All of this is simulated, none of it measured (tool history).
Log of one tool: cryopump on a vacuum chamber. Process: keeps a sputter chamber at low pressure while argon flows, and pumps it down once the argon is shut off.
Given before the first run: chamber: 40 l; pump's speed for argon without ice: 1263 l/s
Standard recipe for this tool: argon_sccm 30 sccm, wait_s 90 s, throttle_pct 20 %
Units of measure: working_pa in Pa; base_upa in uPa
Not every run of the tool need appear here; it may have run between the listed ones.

run,day,argon_sccm,wait_s,throttle_pct,working_pa,base_upa
1,0.000,30,90,20,0.2039,1.54
2,2.196,30,90,20,0.2027,1.50
3,4.942,30,90,20,0.2041,1.57
4,8.225,30,90,20,0.2043,1.57
5,10.554,30,90,20,0.2047,1.61
6,12.908,30,90,16,0.2561,1.61
7,16.133,15,90,16,0.1288,1.60
8,19.804,30,90,20,0.2069,1.66
9,22.925,30,90,20,0.2091,1.69
10,25.871,30,90,20,0.2134,1.77
11,29.462,30,90,20,0.2107,1.72
12,32.225,30,90,20,0.2120,1.74
13,35.258,30,90,20,0.2139,1.77
14,38.946,30,90,20,0.2134,1.81
15,40.912,25,90,20,0.1793,1.85
# day 42.421: leaking fittings of the chamber tightened, without venting
16,44.600,30,90,20,0.2148,1.10
17,46.162,30,90,20,0.2171,1.13
18,49.475,13,199,34,0.0586,0.73
19,51.696,47,90,18,0.3799,1.13
20,54.929,18,227,27,0.1010,0.67
21,57.262,18,227,27,0.1011,0.76
# day 58.262: pump warmed up, emptied and cooled again
22,60.358,23,206,25,0.1240,0.67
23,64.062,23,77,25,0.1266,1.16
24,67.175,46,77,25,0.2504,1.15
25,70.138,46,77,25,0.2502,1.22
26,72.621,46,77,25,0.2533,1.21
27,75.671,46,77,25,0.2538,1.24
28,78.338,46,77,25,0.2538,1.22
29,81.504,29,46,44,0.0940,1.75
30,83.567,29,46,44,0.0951,1.80
31,86.242,29,46,44,0.0951,1.83
32,88.267,29,46,44,0.0953,1.83
33,89.846,34,82,44,0.1131,1.25
34,93.296,34,82,44,0.1141,1.28

Branching from run 34: 4 alternative next runs. What would each branch give?
A,95.583,18,90,25,?,?
B,95.583,17,96,20,?,?
C,95.583,13,90,20,?,?
D,95.583,12,82,33,?,?

run,working_pa,base_upa
A,0.1019,1.23
B,0.1189,1.22
C,0.0914,1.28
D,0.0527,1.29
What these runs would have given with no unlogged condition in the tool:
run,working_pa,base_upa
A,0.0956,0.96
B,0.1131,0.94
C,0.0869,1.00
D,0.0486,1.01
